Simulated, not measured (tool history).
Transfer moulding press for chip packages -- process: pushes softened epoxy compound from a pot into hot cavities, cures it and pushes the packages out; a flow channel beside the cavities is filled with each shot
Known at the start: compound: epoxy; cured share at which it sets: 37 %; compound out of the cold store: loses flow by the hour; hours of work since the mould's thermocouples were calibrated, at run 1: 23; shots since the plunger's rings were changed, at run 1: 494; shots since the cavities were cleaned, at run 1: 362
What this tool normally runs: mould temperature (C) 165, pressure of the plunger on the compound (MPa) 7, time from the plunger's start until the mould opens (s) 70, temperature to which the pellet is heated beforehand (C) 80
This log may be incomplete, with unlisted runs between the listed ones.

run,day,mould temperature (C),pressure of the plunger on the compound (MPa),time from the plunger's start until the mould opens (s),temperature to which the pellet is heated beforehand (C),hours of work since the mould's thermocouples were calibrated,shots since the plunger's rings were changed,shots since the cavities were cleaned,incoming compound's hours out of the cold store,length that the compound runs in the flow channel (mm),greatest force on the pins that push the packages out (N)
1,0,165,7,70,80,23,494,362,19.6,661,466
2,0.396,165,7,93,80,28,594,462,16.5,673,442
# day 0.721: cavities cleaned with cleaning compound and waxed
3,0.883,166,7,70,80,33,702,41,32.1,623,378
4,1.338,166,7,70,80,38,817,156,18.4,656,394
5,1.738,165,7,70,71,43,918,257,27.4,640,438
6,2.117,165,7,70,71,47,1014,353,23,645,454
7,2.546,165,7,70,71,52,1122,461,20.4,659,477
# day 2.892: cavities cleaned with cleaning compound and waxed
8,3.117,165,7,70,80,58,1251,56,44.7,594,386
9,3.408,165,5.44,70,80,62,1325,130,34.8,545,411
10,3.879,165,7,70,80,67,1444,249,12.8,669,448
11,4.271,165,7,70,80,72,1543,348,17.9,654,463
12,4.796,165,7,70,80,78,1676,481,41.8,603,479
# day 5.058: cavities cleaned with cleaning compound and waxed
13,5.362,165,7,70,80,84,1803,77,16.5,667,398
14,5.962,165,7.65,70,80,91,1955,229,16,697,431
15,6.242,164,5.81,74,86,94,2025,299,26.6,584,440
16,6.696,164,5.81,74,86,100,2140,414,43.9,544,454
# day 7.208: cavities cleaned with cleaning compound and waxed
17,7.317,164,7,70,73,106,2282,28,29.6,627,402
18,7.688,165,7,70,76,111,2376,122,47.7,582,399
19,8.104,165,7,70,87,115,2481,227,20.7,645,436
20,8.546,165,7,70,87,121,2593,339,39.6,598,464
21,8.992,159,6.46,109,89,126,2705,451,17.9,646,445
# day 9.346: cavities cleaned with cleaning compound and waxed
22,9.608,166,5.56,69,85,132,2846,67,46.1,518,370
23,9.954,166,5.56,69,85,136,2933,154,31.7,548,398
24,10.475,166,5.56,69,85,143,3065,286,42.3,521,417
25,11.062,166,5.59,64,85,150,3214,435,29.5,543,510
# day 11.512: cavities cleaned with cleaning compound and waxed
26,11.779,166,5.59,91,80,157,3379,67,24.4,564,348
27,12.408,168,5.59,87,85,165,3539,227,9.2,590,404
28,12.696,168,5.59,87,85,168,3611,299,10.3,585,409

Measured minus without-hidden-state, run by run (identical run-to-run variation in each term; gauge scatter may differ):
The hidden state here: true mould temperature over the reading, C; pressure that reaches the compound, % of what is set; grip of the stained cavities, % over clean ones'; drift of the gauge itself on flow_mm, %; drift of the gauge itself on push_out_n, %.
run,length that the compound runs in the flow channel (mm),greatest force on the pins that push the packages out (N)
1,-4,+107
2,-4,+111
3,-4,+16
4,-5,+45
5,-6,+73
6,-7,+92
7,-7,+114
8,-8,+26
9,-7,+47
10,-10,+76
11,-11,+96
12,-10,+117
13,-12,+33
14,-14,+73
15,-12,+89
16,-12,+105
17,-14,+18
18,-15,+41
19,-17,+70
20,-16,+94
21,-18,+103
22,-15,+26
23,-17,+48
24,-17,+75
25,-19,+120
26,-19,+22
27,-22,+59
28,-23,+73
